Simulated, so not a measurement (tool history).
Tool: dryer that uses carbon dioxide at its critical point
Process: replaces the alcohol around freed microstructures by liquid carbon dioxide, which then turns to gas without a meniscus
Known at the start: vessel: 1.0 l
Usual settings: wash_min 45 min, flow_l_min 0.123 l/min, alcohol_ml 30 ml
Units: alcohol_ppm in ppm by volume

{"run": 1, "hour": 0.0, "wash_min": 45, "flow_l_min": 0.123, "alcohol_ml": 30, "alcohol_ppm": 258}
{"run": 2, "hour": 18.8, "wash_min": 45, "flow_l_min": 0.123, "alcohol_ml": 30, "alcohol_ppm": 258}
{"run": 3, "hour": 48.8, "wash_min": 45, "flow_l_min": 0.123, "alcohol_ml": 30, "alcohol_ppm": 267}
{"run": 4, "hour": 71.2, "wash_min": 45, "flow_l_min": 0.123, "alcohol_ml": 30, "alcohol_ppm": 284}
{"run": 5, "hour": 98.2, "wash_min": 45, "flow_l_min": 0.097, "alcohol_ml": 30, "alcohol_ppm": 612}
{"run": 6, "hour": 112.3, "wash_min": 45, "flow_l_min": 0.123, "alcohol_ml": 30, "alcohol_ppm": 305}
{"run": 7, "hour": 137.2, "wash_min": 45, "flow_l_min": 0.123, "alcohol_ml": 30, "alcohol_ppm": 279}
{"run": 8, "hour": 162.4, "wash_min": 45, "flow_l_min": 0.123, "alcohol_ml": 61, "alcohol_ppm": 481}
{"run": 9, "hour": 178.5, "wash_min": 45, "flow_l_min": 0.123, "alcohol_ml": 61, "alcohol_ppm": 474}
{"run": 10, "hour": 195.6, "wash_min": 45, "flow_l_min": 0.123, "alcohol_ml": 61, "alcohol_ppm": 491}
{"run": 11, "hour": 213.3, "wash_min": 45, "flow_l_min": 0.123, "alcohol_ml": 67, "alcohol_ppm": 523}
{"run": 12, "hour": 242.5, "wash_min": 45, "flow_l_min": 0.123, "alcohol_ml": 76, "alcohol_ppm": 595}
{"run": 13, "hour": 265.5, "wash_min": 45, "flow_l_min": 0.123, "alcohol_ml": 76, "alcohol_ppm": 592}
{"run": 14, "hour": 281.9, "wash_min": 45, "flow_l_min": 0.183, "alcohol_ml": 30, "alcohol_ppm": 144}
{"run": 15, "hour": 296.7, "wash_min": 45, "flow_l_min": 0.183, "alcohol_ml": 30, "alcohol_ppm": 138}
{"run": 16, "hour": 320.0, "wash_min": 45, "flow_l_min": 0.183, "alcohol_ml": 30, "alcohol_ppm": 149}
{"run": 17, "hour": 338.6, "wash_min": 45, "flow_l_min": 0.185, "alcohol_ml": 30, "alcohol_ppm": 146}
{"run": 18, "hour": 367.5, "wash_min": 45, "flow_l_min": 0.123, "alcohol_ml": 51, "alcohol_ppm": 478}
{"run": 19, "hour": 385.6, "wash_min": 45, "flow_l_min": 0.188, "alcohol_ml": 30, "alcohol_ppm": 163}
{"run": 20, "hour": 412.7, "wash_min": 71, "flow_l_min": 0.115, "alcohol_ml": 37, "alcohol_ppm": 162}
{"run": 21, "hour": 436.4, "wash_min": 68, "flow_l_min": 0.171, "alcohol_ml": 30, "alcohol_ppm": 145}
{"run": 22, "hour": 450.4, "wash_min": 68, "flow_l_min": 0.171, "alcohol_ml": 30, "alcohol_ppm": 148}
{"run": 23, "hour": 472.8, "wash_min": 45, "flow_l_min": 0.123, "alcohol_ml": 37, "alcohol_ppm": 424}
{"run": 24, "hour": 489.0, "wash_min": 53, "flow_l_min": 0.123, "alcohol_ml": 33, "alcohol_ppm": 244}
{"run": 25, "hour": 503.5, "wash_min": 37, "flow_l_min": 0.084, "alcohol_ml": 38, "alcohol_ppm": 2516}
{"run": 26, "hour": 533.0, "wash_min": 34, "flow_l_min": 0.084, "alcohol_ml": 21, "alcohol_ppm": 1829}
{"run": 27, "hour": 545.6, "wash_min": 67, "flow_l_min": 0.076, "alcohol_ml": 116, "alcohol_ppm": 1362}
{"run": 28, "hour": 568.2, "wash_min": 38, "flow_l_min": 0.141, "alcohol_ml": 59, "alcohol_ppm": 716}
{"run": 29, "hour": 595.4, "wash_min": 61, "flow_l_min": 0.136, "alcohol_ml": 100, "alcohol_ppm": 232}
{"run": 30, "hour": 616.5, "wash_min": 61, "flow_l_min": 0.136, "alcohol_ml": 30, "alcohol_ppm": 176}
{"run": 31, "hour": 642.0, "wash_min": 29, "flow_l_min": 0.078, "alcohol_ml": 55, "alcohol_ppm": 7530}
{"run": 32, "hour": 657.3, "wash_min": 29, "flow_l_min": 0.078, "alcohol_ml": 55, "alcohol_ppm": 7636}
{"run": 33, "hour": 677.9, "wash_min": 32, "flow_l_min": 0.123, "alcohol_ml": 46, "alcohol_ppm": 1732}
{"run": 34, "hour": 695.0, "wash_min": 46, "flow_l_min": 0.123, "alcohol_ml": 20, "alcohol_ppm": 329}
{"run": 35, "hour": 710.0, "wash_min": 27, "flow_l_min": 0.105, "alcohol_ml": 111, "alcohol_ppm": 9511}
{"run": 36, "hour": 729.8, "wash_min": 27, "flow_l_min": 0.105, "alcohol_ml": 111, "alcohol_ppm": 9889}
{"run": 37, "hour": 746.2, "wash_min": 55, "flow_l_min": 0.095, "alcohol_ml": 32, "alcohol_ppm": 532}

Forecast each of these 4 alternatives for the next run:
{"run": "A", "hour": 771.1, "wash_min": 45, "flow_l_min": 0.099, "alcohol_ml": 30, "alcohol_ppm": "?"}
{"run": "B", "hour": 771.1, "wash_min": 32, "flow_l_min": 0.178, "alcohol_ml": 95, "alcohol_ppm": "?"}
{"run": "C", "hour": 771.1, "wash_min": 45, "flow_l_min": 0.199, "alcohol_ml": 119, "alcohol_ppm": "?"}
{"run": "D", "hour": 771.1, "wash_min": 70, "flow_l_min": 0.138, "alcohol_ml": 30, "alcohol_ppm": "?"}

run=A alcohol_ppm=827
run=B alcohol_ppm=956
run=C alcohol_ppm=242
run=D alcohol_ppm=178
Without the tool's hidden state the same runs would have given:
run=A alcohol_ppm=440
run=B alcohol_ppm=483
run=C alcohol_ppm=38
run=D alcohol_ppm=7
